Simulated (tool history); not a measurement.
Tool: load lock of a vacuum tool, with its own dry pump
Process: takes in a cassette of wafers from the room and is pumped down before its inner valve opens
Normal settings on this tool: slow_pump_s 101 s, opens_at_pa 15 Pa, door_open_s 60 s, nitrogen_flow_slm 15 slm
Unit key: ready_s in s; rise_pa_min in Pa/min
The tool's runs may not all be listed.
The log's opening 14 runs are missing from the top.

run	hour	slow_pump_s	opens_at_pa	door_open_s	nitrogen_flow_slm	hours that the pump has run since its overhaul	times that the door has closed on its seal	incoming humidity of the room's air, %	ready_s	rise_pa_min
15	6428.1	65	15	60	15	7841	16122	46.6	139.5	0.096
16	6975.3	65	15	60	15	8388	18105	43.7	141.9	0.095
17	7528.2	65	15	60	15	8941	20110	43.3	141.4	0.117
18	8074.1	101	15	60	15	9487	22089	45.3	171.9	0.128
19	8399.9	101	15	60	15	9813	23270	47.1	172.7	0.135
20	8766.0	97	20	120	5	10179	24597	45.7	166.1	0.165
21	9343.0	97	20	120	5	10756	26688	45.0	167.9	0.179
22	9737.0	97	19	120	19	11150	28117	42.8	166.4	0.177
23	10122.1	97	19	228	19	11535	29513	49.0	165.7	0.192
24	10692.7	97	19	228	19	12106	31581	40.3	166.5	0.211
25	11298.3	97	19	228	19	12711	33777	46.6	167.9	0.226
26	11846.6	101	22	60	4	13259	35764	44.2	173.5	0.267
27	12200.3	101	22	60	4	13613	37046	44.7	173.1	0.274
28	12571.7	67	18	31	6	13985	38393	42.3	147.5	0.276
29	13044.2	58	15	60	5	14457	40106	43.3	141.9	0.302
30	13545.1	82	13	103	14	14958	41921	44.7	163.7	0.308
31	14156.6	82	13	103	14	15569	44138	45.9	164.0	0.342
32	14424.6	82	13	103	8	15837	45110	44.3	164.6	0.365
33	14823.8	82	13	103	8	16237	46557	45.8	165.6	0.377
34	15143.6	57	12	63	5	16556	47716	42.1	146.0	0.407
35	15481.7	57	12	63	5	16895	48942	46.2	144.8	0.420

Each row is a separate what-if for the run after 35, all from the same tool condition, not one after another. Results?
A	16086.8	60	15	60	16	17500	51135	46.5	?	?
B	16086.8	101	15	60	7	17500	51135	38.5	?	?
C	16086.8	57	12	79	5	17500	51135	43.5	?	?
D	16086.8	170	12	53	9	17500	51135	43.4	?	?
E	16086.8	121	18	60	18	17500	51135	41.9	?	?

run	ready_s	rise_pa_min
A	147.4	0.424
B	181.5	0.447
C	147.3	0.437
D	239.1	0.438
E	194.8	0.436
Stripped of hidden state, with their random variation kept, the same runs would have yielded:
run	ready_s	rise_pa_min
A	126.6	0.018
B	162.3	0.030
C	125.6	0.034
D	222.3	0.027
E	177.0	0.017
